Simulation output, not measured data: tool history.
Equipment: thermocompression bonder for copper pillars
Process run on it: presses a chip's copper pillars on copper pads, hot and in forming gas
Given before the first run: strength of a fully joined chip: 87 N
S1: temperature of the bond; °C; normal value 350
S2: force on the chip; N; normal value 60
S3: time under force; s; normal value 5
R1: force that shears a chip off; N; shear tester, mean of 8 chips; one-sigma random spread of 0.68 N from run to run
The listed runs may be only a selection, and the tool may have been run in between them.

{"run": 1, "hour": 0.0, "S1": 350, "S2": 60, "S3": 5, "R1": 55.5}
{"run": 2, "hour": 18.1, "S1": 350, "S2": 47, "S3": 5, "R1": 44.1}
{"run": 3, "hour": 40.0, "S1": 350, "S2": 47, "S3": 5, "R1": 43.6}
{"run": 4, "hour": 63.7, "S1": 350, "S2": 60, "S3": 10, "R1": 65.6}
{"hour": 72.9, "done": "forming gas filter changed"}
{"run": 5, "hour": 92.2, "S1": 350, "S2": 60, "S3": 10, "R1": 67.2}
{"run": 6, "hour": 124.7, "S1": 350, "S2": 60, "S3": 10, "R1": 66.2}
{"run": 7, "hour": 144.1, "S1": 360, "S2": 60, "S3": 5, "R1": 59.9}
{"run": 8, "hour": 165.5, "S1": 350, "S2": 85, "S3": 5, "R1": 71.2}
{"run": 9, "hour": 189.1, "S1": 368, "S2": 60, "S3": 5, "R1": 62.6}
{"run": 10, "hour": 217.0, "S1": 373, "S2": 60, "S3": 5, "R1": 64.3}
{"run": 11, "hour": 243.9, "S1": 373, "S2": 60, "S3": 5, "R1": 65.3}
{"run": 12, "hour": 259.8, "S1": 337, "S2": 60, "S3": 5, "R1": 51.9}
{"run": 13, "hour": 288.0, "S1": 337, "S2": 60, "S3": 5, "R1": 50.3}
{"hour": 298.2, "done": "forming gas filter changed"}
{"run": 14, "hour": 310.3, "S1": 370, "S2": 60, "S3": 3, "R1": 56.8}
{"run": 15, "hour": 338.9, "S1": 370, "S2": 60, "S3": 3, "R1": 55.9}
{"run": 16, "hour": 362.6, "S1": 350, "S2": 60, "S3": 8, "R1": 62.7}
{"run": 17, "hour": 392.9, "S1": 350, "S2": 60, "S3": 4, "R1": 52.7}
{"run": 18, "hour": 422.1, "S1": 322, "S2": 80, "S3": 4, "R1": 55.2}
{"run": 19, "hour": 440.0, "S1": 344, "S2": 40, "S3": 3, "R1": 30.3}
{"run": 20, "hour": 461.2, "S1": 346, "S2": 53, "S3": 10, "R1": 59.2}
{"run": 21, "hour": 487.9, "S1": 346, "S2": 53, "S3": 10, "R1": 60.4}
{"run": 22, "hour": 511.0, "S1": 355, "S2": 58, "S3": 5, "R1": 57}
{"hour": 523.0, "done": "forming gas filter changed"}
{"run": 23, "hour": 540.1, "S1": 355, "S2": 58, "S3": 5, "R1": 58.9}
{"run": 24, "hour": 573.0, "S1": 351, "S2": 68, "S3": 5, "R1": 64.8}
{"run": 25, "hour": 589.0, "S1": 351, "S2": 68, "S3": 5, "R1": 62.9}
{"run": 26, "hour": 614.5, "S1": 351, "S2": 68, "S3": 5, "R1": 63.4}

Consider 4 possible next runs. They are alternatives, not a sequence: every one starts from the tool as it was left by run 26. What does each give?
{"run": "A", "hour": 631.3, "S1": 363, "S2": 52, "S3": 5, "R1": "?"}
{"run": "B", "hour": 631.3, "S1": 350, "S2": 75, "S3": 5, "R1": "?"}
{"run": "C", "hour": 631.3, "S1": 338, "S2": 55, "S3": 5, "R1": "?"}
{"run": "D", "hour": 631.3, "S1": 347, "S2": 58, "S3": 3, "R1": "?"}

run=A R1=55.7
run=B R1=66.2
run=C R1=49.1
run=D R1=47
With no hidden state in the tool, these same runs would have given:
run=A R1=52.2
run=B R1=63.1
run=C R1=45.4
run=D R1=43.4
